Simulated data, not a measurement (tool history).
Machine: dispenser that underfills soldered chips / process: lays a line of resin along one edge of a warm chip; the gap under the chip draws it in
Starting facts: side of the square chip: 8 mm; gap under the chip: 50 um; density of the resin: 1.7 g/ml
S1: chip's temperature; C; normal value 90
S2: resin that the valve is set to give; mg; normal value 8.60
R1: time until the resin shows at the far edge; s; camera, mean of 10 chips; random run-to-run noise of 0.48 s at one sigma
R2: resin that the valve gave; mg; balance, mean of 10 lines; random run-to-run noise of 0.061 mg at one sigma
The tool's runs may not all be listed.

{"run": 1, "hour": 0.0, "S1": 90, "S2": 8.6, "R1": 39.5, "R2": 7.97}
{"run": 2, "hour": 5.9, "S1": 90, "S2": 8.6, "R1": 54.4, "R2": 7.96}
{"run": 3, "hour": 11.0, "S1": 90, "S2": 8.6, "R1": 73.5, "R2": 8.03}
{"hour": 16.2, "done": "new syringe of resin"}
{"run": 4, "hour": 17.6, "S1": 90, "S2": 8.6, "R1": 42.7, "R2": 7.98}
{"run": 5, "hour": 22.2, "S1": 90, "S2": 8.6, "R1": 53.6, "R2": 7.82}
{"run": 6, "hour": 28.4, "S1": 90, "S2": 8.6, "R1": 78.4, "R2": 7.87}
{"hour": 32.5, "done": "new syringe of resin"}
{"run": 7, "hour": 32.7, "S1": 90, "S2": 8.6, "R1": 37.5, "R2": 7.86}
{"run": 8, "hour": 37.3, "S1": 90, "S2": 8.6, "R1": 49.7, "R2": 7.72}
{"run": 9, "hour": 43.8, "S1": 90, "S2": 8.6, "R1": 70.6, "R2": 7.74}
{"run": 10, "hour": 48.0, "S1": 90, "S2": 8.6, "R1": 89.9, "R2": 7.77}
{"hour": 49.1, "done": "new syringe of resin"}
{"run": 11, "hour": 55.4, "S1": 90, "S2": 8.6, "R1": 54.3, "R2": 7.67}
{"run": 12, "hour": 60.5, "S1": 90, "S2": 8.6, "R1": 71.7, "R2": 7.73}
{"hour": 65.6, "done": "new syringe of resin"}
{"run": 13, "hour": 68.4, "S1": 88, "S2": 8.6, "R1": 48.8, "R2": 7.69}
{"run": 14, "hour": 71.7, "S1": 83, "S2": 8.6, "R1": 75.0, "R2": 7.75}
{"run": 15, "hour": 76.9, "S1": 83, "S2": 8.6, "R1": 101.4, "R2": 7.64}
{"hour": 79.7, "done": "dispensing valve cleaned and set on the balance"}
{"run": 16, "hour": 81.2, "S1": 90, "S2": 8.6, "R1": 84.6, "R2": 8.65}
{"hour": 82.9, "done": "new syringe of resin"}
{"run": 17, "hour": 86.1, "S1": 95, "S2": 8.6, "R1": 36.1, "R2": 8.59}
{"run": 18, "hour": 89.3, "S1": 95, "S2": 8.6, "R1": 42.0, "R2": 8.59}
{"run": 19, "hour": 92.9, "S1": 90, "S2": 7.4, "R1": 66.0, "R2": 7.32}
{"hour": 99.3, "done": "new syringe of resin"}
{"run": 20, "hour": 99.4, "S1": 85, "S2": 10.32, "R1": 45.8, "R2": 10.19}
{"run": 21, "hour": 103.0, "S1": 88, "S2": 9.38, "R1": 49.9, "R2": 9.31}
{"run": 22, "hour": 109.0, "S1": 81, "S2": 10.24, "R1": 96.3, "R2": 9.97}
{"hour": 116.1, "done": "new syringe of resin"}
{"run": 23, "hour": 116.3, "S1": 81, "S2": 10.24, "R1": 56.3, "R2": 10.09}
{"run": 24, "hour": 121.8, "S1": 81, "S2": 10.24, "R1": 77.4, "R2": 9.94}
{"run": 25, "hour": 128.0, "S1": 83, "S2": 10.69, "R1": 100.3, "R2": 10.52}
{"hour": 132.5, "done": "new syringe of resin"}
{"run": 26, "hour": 135.6, "S1": 83, "S2": 10.69, "R1": 61.4, "R2": 10.39}
{"run": 27, "hour": 139.1, "S1": 81, "S2": 8.09, "R1": 83.3, "R2": 7.8}
{"run": 28, "hour": 144.9, "S1": 99, "S2": 8.76, "R1": 48.8, "R2": 8.35}
{"hour": 148.9, "done": "new syringe of resin"}
{"run": 29, "hour": 149.1, "S1": 88, "S2": 8.71, "R1": 41.7, "R2": 8.35}
{"run": 30, "hour": 154.3, "S1": 88, "S2": 8.71, "R1": 55.7, "R2": 8.37}
{"run": 31, "hour": 159.0, "S1": 88, "S2": 8.71, "R1": 72.0, "R2": 8.34}
{"run": 32, "hour": 162.4, "S1": 87, "S2": 11.02, "R1": 90.3, "R2": 10.58}
{"hour": 165.5, "done": "new syringe of resin"}
{"run": 33, "hour": 167.0, "S1": 78, "S2": 8.33, "R1": 74.1, "R2": 7.91}
{"run": 34, "hour": 172.2, "S1": 95, "S2": 8.54, "R1": 43.9, "R2": 8.05}
{"run": 35, "hour": 178.5, "S1": 86, "S2": 8.98, "R1": 93.2, "R2": 8.42}

Here are 4 independent what-if runs from the current tool condition. What would each one return?
{"hour": 181.9, "done": "new syringe of resin"}
{"run": "A", "hour": 182.1, "S1": 101, "S2": 8.98, "R1": "?", "R2": "?"}
{"hour": 181.9, "done": "new syringe of resin"}
{"run": "B", "hour": 182.1, "S1": 77, "S2": 8.6, "R1": "?", "R2": "?"}
{"hour": 181.9, "done": "new syringe of resin"}
{"run": "C", "hour": 182.1, "S1": 101, "S2": 7.95, "R1": "?", "R2": "?"}
{"hour": 181.9, "done": "new syringe of resin"}
{"run": "D", "hour": 182.1, "S1": 101, "S2": 8.6, "R1": "?", "R2": "?"}

run=A R1=23.6 R2=8.49
run=B R1=71.4 R2=8.02
run=C R1=23.4 R2=7.41
run=D R1=23.1 R2=8.16
Stripped of hidden state, with their random variation kept, the same runs would have yielded:
run=A R1=23.2 R2=9.02
run=B R1=70.6 R2=8.52
run=C R1=22.9 R2=7.88
run=D R1=22.8 R2=8.66
